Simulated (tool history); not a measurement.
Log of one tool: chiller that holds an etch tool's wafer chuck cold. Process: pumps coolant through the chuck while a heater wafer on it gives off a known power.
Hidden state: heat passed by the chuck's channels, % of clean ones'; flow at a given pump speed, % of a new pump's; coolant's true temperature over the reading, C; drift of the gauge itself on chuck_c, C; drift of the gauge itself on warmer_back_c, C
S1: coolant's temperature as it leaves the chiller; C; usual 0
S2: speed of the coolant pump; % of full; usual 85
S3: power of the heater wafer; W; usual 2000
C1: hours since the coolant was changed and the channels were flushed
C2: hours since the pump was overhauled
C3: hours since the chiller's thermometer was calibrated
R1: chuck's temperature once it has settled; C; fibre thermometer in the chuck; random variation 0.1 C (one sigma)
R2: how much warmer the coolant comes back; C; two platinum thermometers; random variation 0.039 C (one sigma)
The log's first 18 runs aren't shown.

{"run": 19, "hour": 1322.4, "S1": 6, "S2": 85, "S3": 2000, "C1": 4642, "C2": 4512, "C3": 3552, "R1": 22.0, "R2": 8.44}
{"run": 20, "hour": 1384.1, "S1": -8, "S2": 61, "S3": 2000, "C1": 4703, "C2": 4574, "C3": 3614, "R1": 12.2, "R2": 11.88}
{"run": 21, "hour": 1476.3, "S1": -3, "S2": 63, "S3": 1070, "C1": 4795, "C2": 4666, "C3": 3706, "R1": 7.6, "R2": 6.34}
{"run": 22, "hour": 1538.8, "S1": -3, "S2": 63, "S3": 1070, "C1": 4858, "C2": 4728, "C3": 3769, "R1": 7.6, "R2": 6.3}
{"run": 23, "hour": 1632.4, "S1": 0, "S2": 85, "S3": 1983, "C1": 4952, "C2": 4822, "C3": 3862, "R1": 15.9, "R2": 8.34}
{"hour": 1685.7, "done": "gauge calibrated"}
{"run": 24, "hour": 1728.0, "S1": 0, "S2": 85, "S3": 1983, "C1": 5047, "C2": 4917, "C3": 3958, "R1": 15.8, "R2": 8.08}
{"run": 25, "hour": 1810.8, "S1": 0, "S2": 85, "S3": 1983, "C1": 5130, "C2": 5000, "C3": 4041, "R1": 15.9, "R2": 8.14}
{"run": 26, "hour": 1903.8, "S1": 0, "S2": 85, "S3": 1983, "C1": 5223, "C2": 5093, "C3": 4134, "R1": 15.7, "R2": 8.14}
{"run": 27, "hour": 1955.2, "S1": 0, "S2": 86, "S3": 1071, "C1": 5274, "C2": 5145, "C3": 4185, "R1": 8.6, "R2": 4.42}
{"run": 28, "hour": 2022.0, "S1": 0, "S2": 93, "S3": 1850, "C1": 5341, "C2": 5211, "C3": 4252, "R1": 13.8, "R2": 6.89}
{"run": 29, "hour": 2105.6, "S1": 3, "S2": 81, "S3": 1614, "C1": 5425, "C2": 5295, "C3": 4336, "R1": 16.4, "R2": 7.0}
{"run": 30, "hour": 2148.8, "S1": -6, "S2": 81, "S3": 1614, "C1": 5468, "C2": 5338, "C3": 4379, "R1": 7.3, "R2": 7.02}
{"run": 31, "hour": 2190.4, "S1": 0, "S2": 85, "S3": 2710, "C1": 5510, "C2": 5380, "C3": 4420, "R1": 21.6, "R2": 11.14}
{"run": 32, "hour": 2256.3, "S1": 6, "S2": 70, "S3": 2259, "C1": 5576, "C2": 5446, "C3": 4486, "R1": 26.8, "R2": 11.41}

3 ways to go on from here, each from the tool as it stands after run 32. What would each give?
{"run": "A", "hour": 2314.1, "S1": 0, "S2": 85, "S3": 1460, "C1": 5633, "C2": 5504, "C3": 4544, "R1": "?", "R2": "?"}
{"run": "B", "hour": 2314.1, "S1": -2, "S2": 83, "S3": 2770, "C1": 5633, "C2": 5504, "C3": 4544, "R1": "?", "R2": "?"}
{"run": "C", "hour": 2314.1, "S1": -5, "S2": 95, "S3": 1431, "C1": 5633, "C2": 5504, "C3": 4544, "R1": "?", "R2": "?"}

run=A R1=11.6 R2=6.15
run=B R1=20.6 R2=11.69
run=C R1=5.8 R2=5.31
Without the tool's hidden state the same runs would have given:
run=A R1=11.6 R2=6.02
run=B R1=20.6 R2=11.55
run=C R1=5.7 R2=5.17
